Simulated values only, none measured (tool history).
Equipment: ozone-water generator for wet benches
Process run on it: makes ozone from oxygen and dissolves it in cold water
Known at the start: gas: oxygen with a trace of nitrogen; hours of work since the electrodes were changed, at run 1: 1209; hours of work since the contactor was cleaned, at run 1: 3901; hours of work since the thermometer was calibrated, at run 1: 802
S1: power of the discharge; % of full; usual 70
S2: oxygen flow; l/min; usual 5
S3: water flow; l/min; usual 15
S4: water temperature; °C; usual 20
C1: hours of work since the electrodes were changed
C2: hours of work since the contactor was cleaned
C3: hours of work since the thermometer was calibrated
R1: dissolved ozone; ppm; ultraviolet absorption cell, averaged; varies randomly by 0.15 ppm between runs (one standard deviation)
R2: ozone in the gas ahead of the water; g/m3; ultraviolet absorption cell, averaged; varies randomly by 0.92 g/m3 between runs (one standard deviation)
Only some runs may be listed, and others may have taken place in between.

run 1 day=0 | S1=70 S2=5 S3=15 S4=20 | C1=1209 C2=3901 C3=802 | R1=17.6 R2=149.3
run 2 day=1.55 | S1=70 S2=5 S3=15 S4=20 | C1=1243 C2=3935 C3=835 | R1=17.1 R2=149.5
run 3 day=3.571 | S1=70 S2=5 S3=15 S4=20 | C1=1286 C2=3978 C3=878 | R1=17.5 R2=146.8
run 4 day=7.012 | S1=44 S2=5 S3=15 S4=20 | C1=1359 C2=4051 C3=951 | R1=11.5 R2=100.1
run 5 day=9.471 | S1=44 S2=5 S3=15 S4=20 | C1=1412 C2=4104 C3=1004 | R1=11.4 R2=98.2
run 6 day=11.258 | S1=70 S2=5 S3=15 S4=20 | C1=1450 C2=4142 C3=1042 | R1=17.3 R2=148.3
run 7 day=13.858 | S1=70 S2=5 S3=15 S4=20 | C1=1506 C2=4198 C3=1098 | R1=17.1 R2=147.6
run 8 day=16.771 | S1=70 S2=5 S3=14 S4=21 | C1=1568 C2=4260 C3=1160 | R1=18.1 R2=144.8
run 9 day=19.971 | S1=97 S2=5 S3=15 S4=27 | C1=1636 C2=4328 C3=1228 | R1=19.8 R2=193.5
run 10 day=22.083 | S1=97 S2=5 S3=15 S4=27 | C1=1681 C2=4373 C3=1274 | R1=19.9 R2=192.5
run 11 day=24.362 | S1=76 S2=4.67 S3=15 S4=24 | C1=1730 C2=4422 C3=1322 | R1=17.3 R2=163.1
run 12 day=26.288 | S1=76 S2=4.67 S3=15 S4=24 | C1=1771 C2=4463 C3=1363 | R1=17.2 R2=165.3
run 13 day=28.521 | S1=76 S2=6.39 S3=15 S4=15 | C1=1819 C2=4511 C3=1411 | R1=19 R2=133.3

Here are 5 independent what-if runs from the current tool condition. What would each one return?
run A day=30.771 | S1=76 S2=3.3 S3=10 S4=20 | C1=1867 C2=4559 C3=1459 | R1=? R2=?
run B day=30.771 | S1=43 S2=5 S3=11 S4=20 | C1=1867 C2=4559 C3=1459 | R1=? R2=?
run C day=30.771 | S1=62 S2=5 S3=11 S4=20 | C1=1867 C2=4559 C3=1459 | R1=? R2=?
run D day=30.771 | S1=70 S2=2.87 S3=13 S4=20 | C1=1867 C2=4559 C3=1459 | R1=? R2=?
run E day=30.771 | S1=76 S2=6.39 S3=17 S4=18 | C1=1867 C2=4559 C3=1459 | R1=? R2=?

run=A R1=26.4 R2=205
run=B R1=13.9 R2=96.4
run=C R1=19.1 R2=130.9
run=D R1=20.1 R2=208.1
run=E R1=15.8 R2=132.7
Had the tool no hidden state, the same runs would have come out as:
run=A R1=29.4 R2=218.8
run=B R1=15 R2=99.8
run=C R1=21.1 R2=138.2
run=D R1=22.5 R2=221.1
run=E R1=18 R2=141.6
